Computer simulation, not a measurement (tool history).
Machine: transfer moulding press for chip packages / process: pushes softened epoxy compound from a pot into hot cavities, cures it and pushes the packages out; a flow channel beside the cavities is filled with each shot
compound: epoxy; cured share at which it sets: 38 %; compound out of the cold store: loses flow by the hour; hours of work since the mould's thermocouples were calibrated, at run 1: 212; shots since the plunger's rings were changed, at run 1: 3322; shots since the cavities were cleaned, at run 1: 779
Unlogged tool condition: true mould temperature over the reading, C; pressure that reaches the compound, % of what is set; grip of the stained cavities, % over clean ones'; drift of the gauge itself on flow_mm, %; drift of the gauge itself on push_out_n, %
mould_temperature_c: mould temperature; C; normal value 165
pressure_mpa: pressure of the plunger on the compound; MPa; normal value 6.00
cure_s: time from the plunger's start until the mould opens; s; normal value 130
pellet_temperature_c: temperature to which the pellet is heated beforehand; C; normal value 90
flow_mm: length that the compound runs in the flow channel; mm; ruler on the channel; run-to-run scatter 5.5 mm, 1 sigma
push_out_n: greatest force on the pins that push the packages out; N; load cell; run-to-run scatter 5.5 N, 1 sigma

run,hour,mould_temperature_c,pressure_mpa,cure_s,pellet_temperature_c,hours of work since the mould's thermocouples were calibrated,shots since the plunger's rings were changed,shots since the cavities were cleaned,incoming compound's hours out of the cold store,flow_mm,push_out_n
1,0.0,165,6.00,130,90,212,3322,779,46.0,510,294
# hour 35.6: cavities cleaned with cleaning compound and waxed
2,67.3,165,6.00,130,90,263,4058,355,42.9,495,249
3,108.8,165,6.00,130,90,295,4522,819,29.6,504,304
# hour 139.5: cavities cleaned with cleaning compound and waxed
4,163.0,165,6.00,130,90,336,5111,263,8.1,525,229
# hour 195.2: plunger's sealing rings changed
5,201.7,165,6.00,130,90,364,73,668,12.7,585,291
# hour 240.2: cavities cleaned with cleaning compound and waxed
# hour 252.4: mould's thermocouples calibrated
6,283.6,165,6.00,150,90,24,949,463,16.9,566,247
7,325.0,165,6.00,150,90,56,1413,927,13.1,551,293
# hour 343.9: cavities cleaned with cleaning compound and waxed
8,389.7,165,6.00,150,90,105,2119,512,23.0,548,252
9,432.4,165,6.00,130,90,139,2597,990,26.7,528,302
# hour 443.9: cavities cleaned with cleaning compound and waxed
10,480.6,165,6.00,126,90,175,3119,411,47.3,506,267
# hour 543.1: cavities cleaned with cleaning compound and waxed
11,551.0,165,6.00,126,90,228,3890,89,37.0,517,208
12,585.2,165,6.00,126,90,255,4272,471,36.7,500,294
# hour 644.1: cavities cleaned with cleaning compound and waxed
13,645.3,165,6.00,126,90,300,4927,14,30.5,501,203
# hour 694.1: plunger's sealing rings changed
14,704.3,165,6.00,130,81,344,114,646,34.6,549,278
# hour 751.0: cavities cleaned with cleaning compound and waxed
15,768.9,165,6.00,130,81,393,820,201,8.2,573,256
# hour 785.6: mould's thermocouples calibrated
16,809.2,165,6.00,116,90,18,1248,629,10.4,565,357
# hour 853.6: cavities cleaned with cleaning compound and waxed
17,863.4,165,7.22,130,90,59,1837,109,33.0,575,209
18,909.3,165,7.22,130,90,95,2351,623,23.1,585,289
# hour 952.0: cavities cleaned with cleaning compound and waxed
19,978.0,171,6.00,164,90,147,3102,290,31.2,513,204
20,1020.6,165,6.00,130,97,180,3578,766,31.0,516,290
# hour 1053.9: cavities cleaned with cleaning compound and waxed
21,1089.9,165,6.00,123,90,233,4337,404,19.2,517,282
# hour 1155.0: cavities cleaned with cleaning compound and waxed
22,1159.7,165,6.00,123,90,286,5100,52,43.8,489,202
# hour 1189.4: plunger's sealing rings changed
23,1214.9,165,6.00,123,90,327,285,641,39.5,530,303
# hour 1259.7: cavities cleaned with cleaning compound and waxed
24,1259.8,167,4.93,156,94,360,770,0,13.9,510,161
25,1291.8,167,4.93,156,94,385,1129,359,11.2,515,225
# hour 1316.1: mould's thermocouples calibrated
26,1352.3,167,4.93,156,94,28,1783,1013,8.3,507,270
# hour 1365.5: cavities cleaned with cleaning compound and waxed
27,1421.1,167,4.93,156,94,80,2535,622,39.4,466,241
# hour 1463.8: cavities cleaned with cleaning compound and waxed
28,1463.8,167,6.45,156,94,112,2995,0,46.4,522,171

Hidden state or all else? Some run-to-run changes of flow_mm, split into what the settings, what came in and random variation would give without the hidden state, and what is left for the hidden state (with any gauge scatter that isn't in both results):
Run 4 -> 5: plunger's sealing rings changed. flow_mm +60 mm: hidden state +57, all else +3.
Run 13 -> 14: cure_s 126 -> 130, pellet_temperature_c 90 -> 81, plunger's sealing rings changed. flow_mm +48 mm: hidden state +50, all else -2.
Run 18 -> 19: mould_temperature_c 165 -> 171, pressure_mpa 7.22 -> 6.00, cure_s 130 -> 164, cavities cleaned with cleaning compound and waxed. flow_mm -72 mm: hidden state -4, all else -68.
